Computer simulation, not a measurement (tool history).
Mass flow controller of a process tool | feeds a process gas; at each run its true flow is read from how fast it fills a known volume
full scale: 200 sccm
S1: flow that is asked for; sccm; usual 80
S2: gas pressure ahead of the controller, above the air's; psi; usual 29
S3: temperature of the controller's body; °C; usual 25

{"run": 1, "hour": 0.0, "S1": 80, "S2": 29, "S3": 25, "true flow (%)": 99.8}
{"run": 2, "hour": 107.2, "S1": 80, "S2": 29, "S3": 25, "true flow (%)": 99.82}
{"run": 3, "hour": 262.4, "S1": 90, "S2": 29, "S3": 25, "true flow (%)": 100.16}
{"run": 4, "hour": 446.1, "S1": 90, "S2": 29, "S3": 25, "true flow (%)": 100.12}
{"run": 5, "hour": 612.2, "S1": 80, "S2": 29, "S3": 23, "true flow (%)": 100.15}
{"run": 6, "hour": 719.7, "S1": 139, "S2": 29, "S3": 25, "true flow (%)": 100.38}
{"run": 7, "hour": 874.9, "S1": 139, "S2": 29, "S3": 25, "true flow (%)": 100.45}
{"run": 8, "hour": 1023.9, "S1": 80, "S2": 29, "S3": 27, "true flow (%)": 100.1}
{"run": 9, "hour": 1124.9, "S1": 21, "S2": 29, "S3": 25, "true flow (%)": 101.35}
{"run": 10, "hour": 1318.4, "S1": 21, "S2": 29, "S3": 25, "true flow (%)": 101.46}
{"run": 11, "hour": 1445.9, "S1": 21, "S2": 29, "S3": 25, "true flow (%)": 101.64}
{"run": 12, "hour": 1542.7, "S1": 21, "S2": 29, "S3": 25, "true flow (%)": 101.74}
{"run": 13, "hour": 1659.8, "S1": 21, "S2": 29, "S3": 25, "true flow (%)": 102.1}
{"run": 14, "hour": 1835.1, "S1": 21, "S2": 29, "S3": 25, "true flow (%)": 102.09}
{"hour": 1847.2, "done": "controller's zero set anew"}
{"run": 15, "hour": 1967.7, "S1": 21, "S2": 29, "S3": 40, "true flow (%)": 101.88}
{"run": 16, "hour": 2161.7, "S1": 21, "S2": 29, "S3": 40, "true flow (%)": 102.21}
{"run": 17, "hour": 2292.8, "S1": 21, "S2": 29, "S3": 40, "true flow (%)": 102.33}
{"run": 18, "hour": 2427.0, "S1": 80, "S2": 29, "S3": 25, "true flow (%)": 101.25}
{"run": 19, "hour": 2602.3, "S1": 80, "S2": 29, "S3": 25, "true flow (%)": 101.45}
{"run": 20, "hour": 2763.3, "S1": 110, "S2": 26, "S3": 23, "true flow (%)": 101.69}
{"run": 21, "hour": 2848.4, "S1": 110, "S2": 21.9, "S3": 21, "true flow (%)": 102.01}
{"run": 22, "hour": 2999.8, "S1": 110, "S2": 21.9, "S3": 21, "true flow (%)": 102.11}
{"hour": 3033.6, "done": "controller's zero set anew, once more"}
{"run": 23, "hour": 3121.6, "S1": 110, "S2": 21.9, "S3": 21, "true flow (%)": 101.58}
{"run": 24, "hour": 3310.8, "S1": 102, "S2": 21.9, "S3": 21, "true flow (%)": 101.47}
{"run": 25, "hour": 3504.9, "S1": 102, "S2": 21.9, "S3": 26, "true flow (%)": 101.27}
{"run": 26, "hour": 3644.3, "S1": 67, "S2": 32.9, "S3": 25, "true flow (%)": 100.67}
{"run": 27, "hour": 3741.5, "S1": 42, "S2": 30.9, "S3": 23, "true flow (%)": 100.89}
{"run": 28, "hour": 3825.3, "S1": 49, "S2": 22.5, "S3": 23, "true flow (%)": 101.38}
{"run": 29, "hour": 3942.4, "S1": 39, "S2": 29, "S3": 21, "true flow (%)": 101.41}
{"run": 30, "hour": 4131.3, "S1": 45, "S2": 27.4, "S3": 36, "true flow (%)": 100.32}
{"run": 31, "hour": 4260.1, "S1": 23, "S2": 24.7, "S3": 36, "true flow (%)": 100.98}
{"run": 32, "hour": 4408.5, "S1": 23, "S2": 24.7, "S3": 36, "true flow (%)": 100.99}
{"run": 33, "hour": 4548.1, "S1": 80, "S2": 31.3, "S3": 30, "true flow (%)": 100.98}
{"run": 34, "hour": 4717.7, "S1": 78, "S2": 31.3, "S3": 30, "true flow (%)": 101.07}
{"run": 35, "hour": 4842.4, "S1": 78, "S2": 31.3, "S3": 30, "true flow (%)": 101.11}
{"run": 36, "hour": 4928.3, "S1": 78, "S2": 31.3, "S3": 30, "true flow (%)": 101.17}

5 ways to go on from here, each from the tool as it stands after run 36. What would each give?
{"run": "A", "hour": 5093.7, "S1": 68, "S2": 27.7, "S3": 22, "true flow (%)": "?"}
{"run": "B", "hour": 5093.7, "S1": 125, "S2": 35.2, "S3": 25, "true flow (%)": "?"}
{"run": "C", "hour": 5093.7, "S1": 91, "S2": 36.8, "S3": 28, "true flow (%)": "?"}
{"run": "D", "hour": 5093.7, "S1": 25, "S2": 31.3, "S3": 32, "true flow (%)": "?"}
{"run": "E", "hour": 5093.7, "S1": 33, "S2": 31.3, "S3": 30, "true flow (%)": "?"}

run=A true_flow_(%)=102.06
run=B true_flow_(%)=101.68
run=C true_flow_(%)=101.12
run=D true_flow_(%)=101.71
run=E true_flow_(%)=101.73
Without the tool's hidden state the same runs would have given:
run=A true_flow_(%)=99.42
run=B true_flow_(%)=99.26
run=C true_flow_(%)=98.6
run=D true_flow_(%)=98.21
run=E true_flow_(%)=98.56
